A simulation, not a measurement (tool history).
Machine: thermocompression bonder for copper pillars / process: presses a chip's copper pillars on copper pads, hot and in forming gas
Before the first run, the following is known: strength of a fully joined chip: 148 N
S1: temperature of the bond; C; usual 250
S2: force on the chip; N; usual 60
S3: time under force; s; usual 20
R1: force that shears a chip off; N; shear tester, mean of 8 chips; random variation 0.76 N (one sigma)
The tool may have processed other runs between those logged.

{"run": 1, "hour": 0.0, "S1": 250, "S2": 60, "S3": 20, "R1": 62.3}
{"run": 2, "hour": 24.6, "S1": 250, "S2": 60, "S3": 20, "R1": 60.9}
{"run": 3, "hour": 40.7, "S1": 250, "S2": 60, "S3": 20, "R1": 60.7}
{"run": 4, "hour": 53.7, "S1": 250, "S2": 60, "S3": 20, "R1": 61}
{"run": 5, "hour": 74.0, "S1": 250, "S2": 60, "S3": 20, "R1": 61.8}
{"run": 6, "hour": 93.4, "S1": 250, "S2": 60, "S3": 20, "R1": 60.2}
{"run": 7, "hour": 106.7, "S1": 250, "S2": 60, "S3": 58, "R1": 86}
{"run": 8, "hour": 129.4, "S1": 250, "S2": 60, "S3": 58, "R1": 86.2}
{"run": 9, "hour": 154.0, "S1": 250, "S2": 60, "S3": 58, "R1": 86.6}
{"run": 10, "hour": 176.8, "S1": 250, "S2": 60, "S3": 58, "R1": 84.5}
{"run": 11, "hour": 193.9, "S1": 250, "S2": 60, "S3": 58, "R1": 86.6}
{"run": 12, "hour": 212.2, "S1": 250, "S2": 60, "S3": 31, "R1": 70.4}
{"hour": 223.7, "done": "forming gas filter changed"}
{"run": 13, "hour": 228.2, "S1": 223, "S2": 60, "S3": 20, "R1": 45.4}
{"run": 14, "hour": 247.9, "S1": 274, "S2": 60, "S3": 20, "R1": 83.2}
{"run": 15, "hour": 276.6, "S1": 250, "S2": 60, "S3": 14, "R1": 56}
{"run": 16, "hour": 303.0, "S1": 250, "S2": 60, "S3": 14, "R1": 56.5}
{"run": 17, "hour": 323.4, "S1": 250, "S2": 60, "S3": 14, "R1": 56.4}
{"run": 18, "hour": 352.1, "S1": 276, "S2": 60, "S3": 20, "R1": 84.1}
{"run": 19, "hour": 376.2, "S1": 276, "S2": 60, "S3": 20, "R1": 84.1}
{"hour": 396.1, "done": "heater calibrated with a thermocouple chip"}
{"run": 20, "hour": 396.1, "S1": 276, "S2": 60, "S3": 20, "R1": 73.1}
{"run": 21, "hour": 419.2, "S1": 276, "S2": 75, "S3": 20, "R1": 85.9}
{"run": 22, "hour": 432.2, "S1": 245, "S2": 54, "S3": 17, "R1": 42.9}
{"run": 23, "hour": 456.8, "S1": 243, "S2": 44, "S3": 27, "R1": 42.5}
{"run": 24, "hour": 486.8, "S1": 244, "S2": 49, "S3": 59, "R1": 64}
{"run": 25, "hour": 516.5, "S1": 244, "S2": 57, "S3": 59, "R1": 70.8}
{"run": 26, "hour": 536.7, "S1": 244, "S2": 57, "S3": 49, "R1": 66.6}
{"run": 27, "hour": 561.4, "S1": 244, "S2": 41, "S3": 49, "R1": 53.9}
{"run": 28, "hour": 576.9, "S1": 231, "S2": 67, "S3": 18, "R1": 43.2}
{"run": 29, "hour": 606.1, "S1": 260, "S2": 40, "S3": 13, "R1": 37.4}
{"run": 30, "hour": 618.5, "S1": 266, "S2": 73, "S3": 39, "R1": 92.5}
{"run": 31, "hour": 641.3, "S1": 250, "S2": 88, "S3": 13, "R1": 61.5}
{"run": 32, "hour": 664.7, "S1": 250, "S2": 82, "S3": 20, "R1": 68.8}
{"run": 33, "hour": 692.0, "S1": 250, "S2": 82, "S3": 20, "R1": 66.2}
{"run": 34, "hour": 713.6, "S1": 259, "S2": 82, "S3": 33, "R1": 87.7}
{"hour": 741.4, "done": "forming gas filter changed"}
{"run": 35, "hour": 744.3, "S1": 259, "S2": 82, "S3": 33, "R1": 94.1}
{"run": 36, "hour": 768.9, "S1": 269, "S2": 65, "S3": 14, "R1": 66.6}
{"run": 37, "hour": 795.7, "S1": 269, "S2": 65, "S3": 14, "R1": 65.9}
{"run": 38, "hour": 809.0, "S1": 252, "S2": 40, "S3": 57, "R1": 64.6}
{"run": 39, "hour": 823.0, "S1": 275, "S2": 84, "S3": 57, "R1": 121.6}
{"run": 40, "hour": 841.5, "S1": 267, "S2": 72, "S3": 20, "R1": 78.7}

Some steps in R1, run to run, broken into two amounts with sign: the step expected even without the hidden condition (settings, incoming material, random variation), and the rest, left for the hidden condition together with whatever gauge scatter is not in both the measured and the hidden-condition-free result:
Hidden state at play: true temperature of the bond over the reading, C; force that reaches the chip, % of what is set; oxide that the forming gas leaves, % of the face; drift of the gauge itself on shear_n, %.
Run 19 -> 20: heater calibrated with a thermocouple chip. R1 -11 N: hidden state -9.9, all else -1.1.
Run 21 -> 22: S1 276 -> 245, S2 75 -> 54, S3 20 -> 17. R1 -43 N: hidden state +1.8, all else -44.8.
Run 29 -> 30: S1 260 -> 266, S2 40 -> 73, S3 13 -> 39. R1 +55.1 N: hidden state -3.9, all else +59.
Run 34 -> 35: forming gas filter changed. R1 +6.4 N: hidden state +6.9, all else -0.5.
Run 38 -> 39: S1 252 -> 275, S2 40 -> 84. R1 +57 N: hidden state -1, all else +58.

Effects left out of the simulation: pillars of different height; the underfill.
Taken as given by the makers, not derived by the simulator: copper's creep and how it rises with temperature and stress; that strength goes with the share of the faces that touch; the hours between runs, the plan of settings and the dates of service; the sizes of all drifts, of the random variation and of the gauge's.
